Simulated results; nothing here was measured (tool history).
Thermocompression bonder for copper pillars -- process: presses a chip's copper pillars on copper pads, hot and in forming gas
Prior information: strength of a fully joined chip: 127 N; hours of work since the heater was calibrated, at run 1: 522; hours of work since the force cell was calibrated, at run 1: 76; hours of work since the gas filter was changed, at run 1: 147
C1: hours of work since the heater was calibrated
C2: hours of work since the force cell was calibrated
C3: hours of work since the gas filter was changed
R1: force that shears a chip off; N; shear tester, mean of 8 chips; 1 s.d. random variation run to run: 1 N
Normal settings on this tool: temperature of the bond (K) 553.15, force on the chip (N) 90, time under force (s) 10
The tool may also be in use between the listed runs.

run 1 day=0 | temperature_of_the_bond_(K)=553.15 force_on_the_chip_(N)=90 time_under_force_(s)=10 | C1=522 C2=76 C3=147 | R1=91.8
run 2 day=1.171 | temperature_of_the_bond_(K)=553.15 force_on_the_chip_(N)=90 time_under_force_(s)=10 | C1=534 C2=88 C3=158 | R1=88.6
run 3 day=2.483 | temperature_of_the_bond_(K)=553.15 force_on_the_chip_(N)=90 time_under_force_(s)=10 | C1=547 C2=102 C3=172 | R1=90.6
run 4 day=4.188 | temperature_of_the_bond_(K)=553.15 force_on_the_chip_(N)=90 time_under_force_(s)=10 | C1=564 C2=119 C3=189 | R1=89
run 5 day=5.675 | temperature_of_the_bond_(K)=561.15 force_on_the_chip_(N)=90 time_under_force_(s)=10 | C1=580 C2=134 C3=204 | R1=92.4
run 6 day=6.867 | temperature_of_the_bond_(K)=553.15 force_on_the_chip_(N)=81 time_under_force_(s)=10 | C1=592 C2=146 C3=216 | R1=83.4
run 7 day=8.1 | temperature_of_the_bond_(K)=553.15 force_on_the_chip_(N)=81 time_under_force_(s)=10 | C1=604 C2=158 C3=229 | R1=83.3
run 8 day=9.096 | temperature_of_the_bond_(K)=553.15 force_on_the_chip_(N)=81 time_under_force_(s)=10 | C1=614 C2=169 C3=239 | R1=83
run 9 day=10.083 | temperature_of_the_bond_(K)=553.15 force_on_the_chip_(N)=81 time_under_force_(s)=10 | C1=624 C2=179 C3=249 | R1=80.5
run 10 day=11.7 | temperature_of_the_bond_(K)=553.15 force_on_the_chip_(N)=81 time_under_force_(s)=10 | C1=641 C2=195 C3=265 | R1=82.6
run 11 day=12.471 | temperature_of_the_bond_(K)=553.15 force_on_the_chip_(N)=81 time_under_force_(s)=10 | C1=648 C2=203 C3=273 | R1=81.4
run 12 day=13.692 | temperature_of_the_bond_(K)=578.15 force_on_the_chip_(N)=90 time_under_force_(s)=10 | C1=661 C2=215 C3=285 | R1=98.2
run 13 day=14.904 | temperature_of_the_bond_(K)=553.15 force_on_the_chip_(N)=90 time_under_force_(s)=10 | C1=673 C2=227 C3=297 | R1=88.8
run 14 day=16.275 | temperature_of_the_bond_(K)=553.15 force_on_the_chip_(N)=90 time_under_force_(s)=10 | C1=687 C2=241 C3=311 | R1=87.5
run 15 day=17.671 | temperature_of_the_bond_(K)=553.15 force_on_the_chip_(N)=90 time_under_force_(s)=10 | C1=701 C2=255 C3=325 | R1=88.2
run 16 day=18.825 | temperature_of_the_bond_(K)=536.15 force_on_the_chip_(N)=73 time_under_force_(s)=10 | C1=713 C2=267 C3=337 | R1=66
run 17 day=19.592 | temperature_of_the_bond_(K)=536.15 force_on_the_chip_(N)=73 time_under_force_(s)=24 | C1=720 C2=275 C3=345 | R1=84.3
run 18 day=20.571 | temperature_of_the_bond_(K)=536.15 force_on_the_chip_(N)=73 time_under_force_(s)=24 | C1=730 C2=285 C3=355 | R1=84.1
run 19 day=21.754 | temperature_of_the_bond_(K)=534.15 force_on_the_chip_(N)=90 time_under_force_(s)=15 | C1=742 C2=297 C3=367 | R1=84.7
run 20 day=23.358 | temperature_of_the_bond_(K)=534.15 force_on_the_chip_(N)=90 time_under_force_(s)=15 | C1=759 C2=313 C3=383 | R1=87.8
run 21 day=25.092 | temperature_of_the_bond_(K)=553.15 force_on_the_chip_(N)=104 time_under_force_(s)=14 | C1=776 C2=330 C3=401 | R1=102
-- day=25.908 heater calibrated with a thermocouple chip
run 22 day=25.908 | temperature_of_the_bond_(K)=548.15 force_on_the_chip_(N)=90 time_under_force_(s)=10 | C1=0 C2=338 C3=408 | R1=79.7
run 23 day=26.662 | temperature_of_the_bond_(K)=557.15 force_on_the_chip_(N)=69 time_under_force_(s)=16 | C1=8 C2=345 C3=416 | R1=78
run 24 day=27.371 | temperature_of_the_bond_(K)=550.15 force_on_the_chip_(N)=56 time_under_force_(s)=6 | C1=15 C2=353 C3=423 | R1=42.7
run 25 day=28.188 | temperature_of_the_bond_(K)=550.15 force_on_the_chip_(N)=115 time_under_force_(s)=9 | C1=23 C2=361 C3=431 | R1=95.8
run 26 day=29.892 | temperature_of_the_bond_(K)=528.15 force_on_the_chip_(N)=101 time_under_force_(s)=10 | C1=40 C2=378 C3=448 | R1=74.9
run 27 day=31.608 | temperature_of_the_bond_(K)=528.15 force_on_the_chip_(N)=101 time_under_force_(s)=10 | C1=58 C2=396 C3=466 | R1=75.9
run 28 day=33.333 | temperature_of_the_bond_(K)=528.15 force_on_the_chip_(N)=101 time_under_force_(s)=10 | C1=75 C2=413 C3=483 | R1=75.6
-- day=33.733 forming gas filter changed
run 29 day=34.296 | temperature_of_the_bond_(K)=553.15 force_on_the_chip_(N)=113 time_under_force_(s)=7 | C1=85 C2=423 C3=6 | R1=94.6

Entry by entry between the runs, the difference in hidden state between the last listed run before and the first listed run after:
From run 21 to run 22: heater calibrated with a thermocouple chip (day 25.908)
  true temperature of the bond over the reading, C: 7.8 -> -0.8; force that reaches the chip, % of what is set: 98.3 -> 98.2; oxide that the forming gas leaves, % of the face: 6.23 -> 6.34
  measured result minus the result with no hidden state, R1: -3.7 -> -6.6 N
From run 28 to run 29: forming gas filter changed (day 33.733)
  true temperature of the bond over the reading, C: 0 -> 0.1; oxide that the forming gas leaves, % of the face: 7.4 -> 0.63
  measured result minus the result with no hidden state, R1: -6.9 -> -1.4 N

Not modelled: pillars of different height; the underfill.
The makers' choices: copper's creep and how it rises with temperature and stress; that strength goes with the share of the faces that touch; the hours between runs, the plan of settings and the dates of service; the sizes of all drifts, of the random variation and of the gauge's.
